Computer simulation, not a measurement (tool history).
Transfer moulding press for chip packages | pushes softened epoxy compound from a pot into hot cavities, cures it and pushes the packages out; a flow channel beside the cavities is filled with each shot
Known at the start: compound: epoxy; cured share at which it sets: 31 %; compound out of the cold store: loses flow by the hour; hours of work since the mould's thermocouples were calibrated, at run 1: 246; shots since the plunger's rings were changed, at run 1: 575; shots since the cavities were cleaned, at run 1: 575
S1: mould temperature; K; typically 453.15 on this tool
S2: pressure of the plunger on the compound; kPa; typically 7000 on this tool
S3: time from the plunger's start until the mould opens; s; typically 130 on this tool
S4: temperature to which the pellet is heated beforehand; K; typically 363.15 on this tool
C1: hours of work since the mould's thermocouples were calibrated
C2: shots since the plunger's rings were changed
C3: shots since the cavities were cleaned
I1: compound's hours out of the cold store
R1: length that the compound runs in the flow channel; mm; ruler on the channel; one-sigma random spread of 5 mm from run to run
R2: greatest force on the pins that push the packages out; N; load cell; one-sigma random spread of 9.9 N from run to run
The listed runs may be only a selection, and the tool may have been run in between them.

run 1 hour=0.0 | S1=453.15 S2=7000 S3=130 S4=363.15 | C1=246 C2=575 C3=575 | I1=24.5 | R1=993 R2=449
run 2 hour=5.7 | S1=453.15 S2=6150 S3=130 S4=363.15 | C1=250 C2=642 C3=642 | I1=16.5 | R1=958 R2=467
run 3 hour=19.5 | S1=453.15 S2=7000 S3=130 S4=363.15 | C1=260 C2=805 C3=805 | I1=39.7 | R1=945 R2=471
run 4 hour=33.1 | S1=453.15 S2=7000 S3=130 S4=363.15 | C1=271 C2=966 C3=966 | I1=16.1 | R1=1015 R2=465
run 5 hour=42.2 | S1=453.15 S2=7000 S3=130 S4=363.15 | C1=277 C2=1074 C3=1074 | I1=12.7 | R1=1031 R2=481
-- hour=50.1 cavities cleaned with cleaning compound and waxed
run 6 hour=57.8 | S1=453.15 S2=7000 S3=130 S4=365.15 | C1=288 C2=1240 C3=91 | I1=30.5 | R1=979 R2=444
run 7 hour=70.4 | S1=453.15 S2=7000 S3=130 S4=363.15 | C1=297 C2=1389 C3=240 | I1=17.0 | R1=1026 R2=432
run 8 hour=84.4 | S1=453.15 S2=7000 S3=130 S4=363.15 | C1=308 C2=1554 C3=405 | I1=19.4 | R1=1008 R2=441
run 9 hour=91.9 | S1=453.15 S2=7000 S3=130 S4=363.15 | C1=314 C2=1643 C3=494 | I1=43.9 | R1=941 R2=491
run 10 hour=98.1 | S1=453.15 S2=7000 S3=130 S4=363.15 | C1=318 C2=1716 C3=567 | I1=16.4 | R1=1024 R2=452
run 11 hour=106.3 | S1=447.15 S2=7000 S3=130 S4=363.15 | C1=324 C2=1812 C3=663 | I1=44.9 | R1=966 R2=613
run 12 hour=112.3 | S1=447.15 S2=7000 S3=130 S4=363.15 | C1=329 C2=1883 C3=734 | I1=32.2 | R1=996 R2=625
run 13 hour=118.8 | S1=447.15 S2=7000 S3=130 S4=363.15 | C1=334 C2=1960 C3=811 | I1=33.0 | R1=983 R2=615
run 14 hour=132.0 | S1=447.15 S2=7000 S3=130 S4=363.15 | C1=344 C2=2116 C3=967 | I1=46.6 | R1=945 R2=608
run 15 hour=142.6 | S1=459.15 S2=6160 S3=150 S4=357.15 | C1=352 C2=2242 C3=1093 | I1=18.6 | R1=920 R2=389
-- hour=149.0 cavities cleaned with cleaning compound and waxed
run 16 hour=152.8 | S1=450.15 S2=7000 S3=130 S4=359.15 | C1=358 C2=2345 C3=45 | I1=43.3 | R1=953 R2=515
run 17 hour=158.9 | S1=456.15 S2=5350 S3=130 S4=367.15 | C1=363 C2=2416 C3=116 | I1=21.7 | R1=864 R2=421
run 18 hour=167.5 | S1=457.15 S2=8050 S3=130 S4=364.15 | C1=369 C2=2518 C3=218 | I1=27.6 | R1=1047 R2=397
run 19 hour=173.2 | S1=449.15 S2=6320 S3=122 S4=364.15 | C1=373 C2=2585 C3=285 | I1=20.5 | R1=975 R2=606
run 20 hour=178.9 | S1=449.15 S2=6320 S3=122 S4=364.15 | C1=378 C2=2652 C3=352 | I1=47.2 | R1=894 R2=605
run 21 hour=186.8 | S1=453.15 S2=7000 S3=115 S4=363.15 | C1=384 C2=2746 C3=446 | I1=39.4 | R1=945 R2=538
run 22 hour=194.4 | S1=449.15 S2=5590 S3=135 S4=357.15 | C1=389 C2=2836 C3=536 | I1=34.2 | R1=876 R2=515
run 23 hour=207.8 | S1=453.15 S2=6310 S3=130 S4=363.15 | C1=399 C2=2994 C3=694 | I1=12.8 | R1=976 R2=464
run 24 hour=214.8 | S1=453.15 S2=6310 S3=130 S4=363.15 | C1=405 C2=3077 C3=777 | I1=22.2 | R1=950 R2=469
run 25 hour=226.9 | S1=453.15 S2=6080 S3=130 S4=363.15 | C1=414 C2=3219 C3=919 | I1=12.9 | R1=965 R2=477
run 26 hour=232.6 | S1=450.15 S2=6150 S3=123 S4=365.15 | C1=418 C2=3286 C3=986 | I1=17.4 | R1=961 R2=585
run 27 hour=245.4 | S1=450.15 S2=6150 S3=123 S4=365.15 | C1=428 C2=3438 C3=1138 | I1=31.4 | R1=921 R2=544
-- hour=247.9 cavities cleaned with cleaning compound and waxed
run 28 hour=254.7 | S1=450.15 S2=6150 S3=123 S4=365.15 | C1=434 C2=3530 C3=80 | I1=42.3 | R1=897 R2=559

5 options for the next run, each taken on its own from the tool as it stands now. Forecast them:
run A hour=264.1 | S1=450.15 S2=6150 S3=119 S4=370.15 | C1=441 C2=3641 C3=191 | I1=26.3 | R1=? R2=?
run B hour=264.1 | S1=447.15 S2=5610 S3=123 S4=365.15 | C1=441 C2=3641 C3=191 | I1=37.6 | R1=? R2=?
run C hour=264.1 | S1=453.15 S2=7620 S3=130 S4=363.15 | C1=441 C2=3641 C3=191 | I1=24.8 | R1=? R2=?
run D hour=264.1 | S1=453.15 S2=6530 S3=130 S4=365.15 | C1=441 C2=3641 C3=191 | I1=8.8 | R1=? R2=?
run E hour=264.1 | S1=448.15 S2=7000 S3=130 S4=363.15 | C1=441 C2=3641 C3=191 | I1=8.5 | R1=? R2=?

run=A R1=937 R2=618
run=B R1=873 R2=665
run=C R1=1038 R2=450
run=D R1=1012 R2=472
run=E R1=1072 R2=602
Stripped of hidden state, with their random variation kept, the same runs would have yielded:
run=A R1=939 R2=615
run=B R1=874 R2=661
run=C R1=1040 R2=447
run=D R1=1013 R2=469
run=E R1=1073 R2=598
